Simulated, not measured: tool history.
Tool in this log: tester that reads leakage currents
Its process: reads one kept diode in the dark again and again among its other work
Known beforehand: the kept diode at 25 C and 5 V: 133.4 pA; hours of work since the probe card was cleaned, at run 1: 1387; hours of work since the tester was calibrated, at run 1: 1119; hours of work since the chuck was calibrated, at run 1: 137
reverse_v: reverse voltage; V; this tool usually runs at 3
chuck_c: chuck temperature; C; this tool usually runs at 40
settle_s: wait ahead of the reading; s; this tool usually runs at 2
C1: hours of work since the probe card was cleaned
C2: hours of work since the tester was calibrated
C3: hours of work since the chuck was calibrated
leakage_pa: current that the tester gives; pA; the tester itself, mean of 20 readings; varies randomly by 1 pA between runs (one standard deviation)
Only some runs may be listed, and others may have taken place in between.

run 1 hour=0 | reverse_v=3 chuck_c=40 settle_s=2 | C1=1387 C2=1119 C3=137 | leakage_pa=321.11
run 2 hour=63.9 | reverse_v=3 chuck_c=40 settle_s=2 | C1=1413 C2=1145 C3=163 | leakage_pa=322.81
run 3 hour=129.9 | reverse_v=3 chuck_c=40 settle_s=2 | C1=1440 C2=1172 C3=190 | leakage_pa=318.59
run 4 hour=174.4 | reverse_v=3 chuck_c=40 settle_s=2 | C1=1458 C2=1190 C3=208 | leakage_pa=318.73
run 5 hour=259.8 | reverse_v=3 chuck_c=40 settle_s=2 | C1=1493 C2=1225 C3=243 | leakage_pa=316.01
run 6 hour=328 | reverse_v=3 chuck_c=40 settle_s=2 | C1=1521 C2=1252 C3=271 | leakage_pa=315.03
run 7 hour=394.3 | reverse_v=3 chuck_c=51 settle_s=2 | C1=1548 C2=1279 C3=298 | leakage_pa=656.87
run 8 hour=461.2 | reverse_v=3 chuck_c=40 settle_s=1.01 | C1=1575 C2=1307 C3=325 | leakage_pa=312.76
run 9 hour=498.2 | reverse_v=3 chuck_c=40 settle_s=1.01 | C1=1590 C2=1322 C3=340 | leakage_pa=312.02
run 10 hour=581.6 | reverse_v=3 chuck_c=40 settle_s=1.01 | C1=1624 C2=1356 C3=374 | leakage_pa=310.39
run 11 hour=665.8 | reverse_v=3 chuck_c=40 settle_s=1.01 | C1=1658 C2=1390 C3=408 | leakage_pa=306.61
run 12 hour=726.4 | reverse_v=3 chuck_c=40 settle_s=0.45 | C1=1683 C2=1414 C3=433 | leakage_pa=306.28
run 13 hour=794.4 | reverse_v=3 chuck_c=40 settle_s=0.45 | C1=1711 C2=1442 C3=461 | leakage_pa=305.58
run 14 hour=860.8 | reverse_v=3 chuck_c=40 settle_s=0.45 | C1=1738 C2=1469 C3=488 | leakage_pa=302.77
run 15 hour=928.8 | reverse_v=3 chuck_c=40 settle_s=0.45 | C1=1765 C2=1497 C3=515 | leakage_pa=302.97
-- hour=937.2 tester calibrated
run 16 hour=1009.9 | reverse_v=3 chuck_c=40 settle_s=0.45 | C1=1798 C2=30 C3=548 | leakage_pa=299.02
run 17 hour=1081.6 | reverse_v=3 chuck_c=40 settle_s=0.45 | C1=1827 C2=59 C3=577 | leakage_pa=297.49
run 18 hour=1132.1 | reverse_v=3 chuck_c=40 settle_s=0.45 | C1=1847 C2=79 C3=597 | leakage_pa=294.86
-- hour=1215.9 chuck's temperature calibrated
run 19 hour=1215.9 | reverse_v=3 chuck_c=40 settle_s=0.45 | C1=1881 C2=113 C3=0 | leakage_pa=329.77
run 20 hour=1250.3 | reverse_v=3 chuck_c=40 settle_s=0.45 | C1=1895 C2=127 C3=14 | leakage_pa=328.42
run 21 hour=1305.6 | reverse_v=7.4 chuck_c=20 settle_s=4.94 | C1=1917 C2=149 C3=37 | leakage_pa=104.62
run 22 hour=1382.9 | reverse_v=7.4 chuck_c=20 settle_s=4.94 | C1=1949 C2=181 C3=68 | leakage_pa=104.35
-- hour=1421.5 tester calibrated, once more
run 23 hour=1466.9 | reverse_v=1.85 chuck_c=38 settle_s=2 | C1=1982 C2=18 C3=101 | leakage_pa=244.69
run 24 hour=1534.3 | reverse_v=1.85 chuck_c=38 settle_s=2 | C1=2009 C2=46 C3=129 | leakage_pa=244.02
run 25 hour=1600.3 | reverse_v=1.85 chuck_c=38 settle_s=2 | C1=2036 C2=73 C3=156 | leakage_pa=240.64
run 26 hour=1661.8 | reverse_v=1.85 chuck_c=38 settle_s=2 | C1=2061 C2=98 C3=181 | leakage_pa=242.07
run 27 hour=1741 | reverse_v=5.6 chuck_c=40 settle_s=2 | C1=2093 C2=130 C3=213 | leakage_pa=398.3
run 28 hour=1790.2 | reverse_v=1.25 chuck_c=40 settle_s=2 | C1=2113 C2=150 C3=233 | leakage_pa=240.43
run 29 hour=1837.9 | reverse_v=1.25 chuck_c=40 settle_s=2 | C1=2133 C2=169 C3=252 | leakage_pa=238.28
run 30 hour=1886 | reverse_v=1.25 chuck_c=40 settle_s=2 | C1=2152 C2=189 C3=272 | leakage_pa=239.52
run 31 hour=1952.1 | reverse_v=1.25 chuck_c=40 settle_s=2 | C1=2179 C2=216 C3=299 | leakage_pa=238.4
run 32 hour=1986.9 | reverse_v=1.26 chuck_c=27 settle_s=0.34 | C1=2194 C2=230 C3=313 | leakage_pa=94.13
run 33 hour=2053.9 | reverse_v=1.13 chuck_c=49 settle_s=3.29 | C1=2221 C2=257 C3=340 | leakage_pa=414.02
run 34 hour=2110.5 | reverse_v=5.62 chuck_c=40 settle_s=1.68 | C1=2244 C2=280 C3=363 | leakage_pa=389.65
run 35 hour=2190 | reverse_v=5.62 chuck_c=40 settle_s=1.68 | C1=2276 C2=313 C3=396 | leakage_pa=385.68
run 36 hour=2259.8 | reverse_v=2 chuck_c=46 settle_s=0.86 | C1=2305 C2=341 C3=424 | leakage_pa=406
run 37 hour=2337.1 | reverse_v=3.24 chuck_c=22 settle_s=2 | C1=2336 C2=373 C3=455 | leakage_pa=86.31
run 38 hour=2387.7 | reverse_v=1.52 chuck_c=44 settle_s=1.38 | C1=2357 C2=393 C3=476 | leakage_pa=321.9
run 39 hour=2435.2 | reverse_v=1.52 chuck_c=44 settle_s=1.38 | C1=2376 C2=413 C3=495 | leakage_pa=318.18
run 40 hour=2487.4 | reverse_v=3 chuck_c=42 settle_s=2 | C1=2397 C2=434 C3=517 | leakage_pa=351.67

3 ways to go on from here, each from the tool as it stands after run 40. What would each give?
run A hour=2522.2 | reverse_v=5.16 chuck_c=31 settle_s=0.59 | C1=2411 C2=448 C3=531 | leakage_pa=?
run B hour=2522.2 | reverse_v=15.65 chuck_c=42 settle_s=2 | C1=2411 C2=448 C3=531 | leakage_pa=?
run C hour=2522.2 | reverse_v=3.82 chuck_c=35 settle_s=2 | C1=2411 C2=448 C3=531 | leakage_pa=?

run=A leakage_pa=195.52
run=B leakage_pa=606.17
run=C leakage_pa=232.9
Stripped of hidden state, with their random variation kept, the same runs would have yielded:
run=A leakage_pa=212.76
run=B leakage_pa=656.03
run=C leakage_pa=254.41

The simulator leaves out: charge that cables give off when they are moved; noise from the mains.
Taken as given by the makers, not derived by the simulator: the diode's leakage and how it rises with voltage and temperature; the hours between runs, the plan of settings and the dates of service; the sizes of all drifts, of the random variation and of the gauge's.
